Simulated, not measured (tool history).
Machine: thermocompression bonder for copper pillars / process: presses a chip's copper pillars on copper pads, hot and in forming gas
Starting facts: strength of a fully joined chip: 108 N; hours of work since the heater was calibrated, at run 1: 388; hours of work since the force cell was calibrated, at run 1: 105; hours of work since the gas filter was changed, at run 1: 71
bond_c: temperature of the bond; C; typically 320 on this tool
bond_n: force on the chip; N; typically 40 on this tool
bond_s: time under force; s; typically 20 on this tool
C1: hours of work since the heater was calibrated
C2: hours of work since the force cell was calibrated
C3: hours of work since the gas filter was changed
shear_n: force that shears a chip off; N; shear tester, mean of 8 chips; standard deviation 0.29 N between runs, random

run 1 day=0 | bond_c=320 bond_n=40 bond_s=20 | C1=388 C2=105 C3=71 | shear_n=41.1
run 2 day=0.308 | bond_c=320 bond_n=40 bond_s=20 | C1=391 C2=108 C3=75 | shear_n=41.7
run 3 day=0.633 | bond_c=320 bond_n=40 bond_s=20 | C1=395 C2=112 C3=79 | shear_n=41
run 4 day=0.904 | bond_c=320 bond_n=40 bond_s=20 | C1=399 C2=116 C3=82 | shear_n=41.1
run 5 day=1.112 | bond_c=320 bond_n=40 bond_s=20 | C1=401 C2=118 C3=84 | shear_n=40.9
run 6 day=1.525 | bond_c=320 bond_n=40 bond_s=20 | C1=406 C2=123 C3=89 | shear_n=41.2
run 7 day=1.742 | bond_c=297 bond_n=40 bond_s=20 | C1=409 C2=126 C3=92 | shear_n=33.3
run 8 day=2.125 | bond_c=297 bond_n=40 bond_s=20 | C1=414 C2=131 C3=97 | shear_n=33.2
run 9 day=2.525 | bond_c=330 bond_n=40 bond_s=20 | C1=418 C2=135 C3=102 | shear_n=44.5
run 10 day=2.746 | bond_c=330 bond_n=40 bond_s=24 | C1=421 C2=138 C3=104 | shear_n=48.2
run 11 day=3.15 | bond_c=320 bond_n=40 bond_s=56 | C1=426 C2=143 C3=109 | shear_n=59.4
run 12 day=3.446 | bond_c=347 bond_n=40 bond_s=20 | C1=430 C2=147 C3=113 | shear_n=51.1
run 13 day=3.754 | bond_c=320 bond_n=40 bond_s=20 | C1=433 C2=150 C3=117 | shear_n=41.3
run 14 day=4.121 | bond_c=320 bond_n=40 bond_s=20 | C1=438 C2=155 C3=121 | shear_n=41.6
run 15 day=4.346 | bond_c=320 bond_n=40 bond_s=20 | C1=441 C2=158 C3=124 | shear_n=41.1
run 16 day=4.588 | bond_c=320 bond_n=40 bond_s=20 | C1=444 C2=161 C3=127 | shear_n=41.2
run 17 day=5 | bond_c=320 bond_n=40 bond_s=20 | C1=449 C2=166 C3=132 | shear_n=40.8
run 18 day=5.246 | bond_c=320 bond_n=40 bond_s=20 | C1=452 C2=169 C3=135 | shear_n=41
run 19 day=5.717 | bond_c=320 bond_n=40 bond_s=20 | C1=457 C2=174 C3=141 | shear_n=41.4
run 20 day=6.096 | bond_c=320 bond_n=40 bond_s=20 | C1=462 C2=179 C3=145 | shear_n=41.1
run 21 day=6.533 | bond_c=329 bond_n=56 bond_s=24 | C1=467 C2=184 C3=151 | shear_n=58.3
run 22 day=6.804 | bond_c=329 bond_n=56 bond_s=52 | C1=471 C2=188 C3=154 | shear_n=73.3
run 23 day=7.062 | bond_c=329 bond_n=56 bond_s=52 | C1=474 C2=191 C3=157 | shear_n=73.4
run 24 day=7.458 | bond_c=320 bond_n=40 bond_s=11 | C1=479 C2=195 C3=162 | shear_n=32.9
run 25 day=7.908 | bond_c=320 bond_n=40 bond_s=11 | C1=484 C2=201 C3=167 | shear_n=32.6
run 26 day=8.333 | bond_c=320 bond_n=40 bond_s=11 | C1=489 C2=206 C3=173 | shear_n=32.3
run 27 day=8.8 | bond_c=302 bond_n=35 bond_s=13 | C1=495 C2=212 C3=178 | shear_n=26.7
-- day=8.971 forming gas filter changed
run 28 day=9.104 | bond_c=343 bond_n=43 bond_s=41 | C1=498 C2=215 C3=2 | shear_n=65.2
run 29 day=9.521 | bond_c=320 bond_n=40 bond_s=25 | C1=503 C2=220 C3=7 | shear_n=45.1
run 30 day=9.842 | bond_c=344 bond_n=41 bond_s=24 | C1=507 C2=224 C3=11 | shear_n=53.9
run 31 day=10.121 | bond_c=320 bond_n=25 bond_s=20 | C1=511 C2=228 C3=14 | shear_n=29.4
run 32 day=10.438 | bond_c=295 bond_n=28 bond_s=56 | C1=515 C2=232 C3=18 | shear_n=38.9
run 33 day=10.646 | bond_c=291 bond_n=28 bond_s=20 | C1=517 C2=234 C3=20 | shear_n=24
run 34 day=11.025 | bond_c=291 bond_n=28 bond_s=20 | C1=522 C2=239 C3=25 | shear_n=24.2
run 35 day=11.325 | bond_c=324 bond_n=40 bond_s=20 | C1=525 C2=242 C3=29 | shear_n=42.5
run 36 day=11.6 | bond_c=301 bond_n=49 bond_s=11 | C1=529 C2=246 C3=32 | shear_n=31.6
run 37 day=11.983 | bond_c=336 bond_n=53 bond_s=15 | C1=533 C2=250 C3=37 | shear_n=50.6
run 38 day=12.196 | bond_c=336 bond_n=53 bond_s=15 | C1=536 C2=253 C3=39 | shear_n=50.8
run 39 day=12.425 | bond_c=336 bond_n=53 bond_s=15 | C1=539 C2=256 C3=42 | shear_n=50.4

Table of differences, measured result less the result of that run with no hidden state. Run-to-run variation is the same in both. Gauge scatter possibly is not:
The tool's hidden condition here consists of: true temperature of the bond over the reading, C; force that reaches the chip, % of what is set; oxide that the forming gas leaves, % of the face; drift of the gauge itself on shear_n, %.
run=1 shear_n=-0.1
run=2 shear_n=-0.1
run=3 shear_n=-0.1
run=4 shear_n=-0.1
run=5 shear_n=-0.1
run=6 shear_n=-0.1
run=7 shear_n=-0.1
run=8 shear_n=-0.2
run=9 shear_n=-0.2
run=10 shear_n=-0.2
run=11 shear_n=-0.2
run=12 shear_n=-0.2
run=13 shear_n=-0.2
run=14 shear_n=-0.2
run=15 shear_n=-0.2
run=16 shear_n=-0.1
run=17 shear_n=-0.2
run=18 shear_n=-0.2
run=19 shear_n=-0.2
run=20 shear_n=-0.2
run=21 shear_n=-0.2
run=22 shear_n=-0.4
run=23 shear_n=-0.3
run=24 shear_n=-0.2
run=25 shear_n=-0.2
run=26 shear_n=-0.1
run=27 shear_n=-0.2
run=28 shear_n=+0
run=29 shear_n=+0
run=30 shear_n=+0
run=31 shear_n=-0.1
run=32 shear_n=-0.1
run=33 shear_n=-0.1
run=34 shear_n=+0
run=35 shear_n=-0.1
run=36 shear_n=-0.1
run=37 shear_n=-0.1
run=38 shear_n=-0.2
run=39 shear_n=-0.1

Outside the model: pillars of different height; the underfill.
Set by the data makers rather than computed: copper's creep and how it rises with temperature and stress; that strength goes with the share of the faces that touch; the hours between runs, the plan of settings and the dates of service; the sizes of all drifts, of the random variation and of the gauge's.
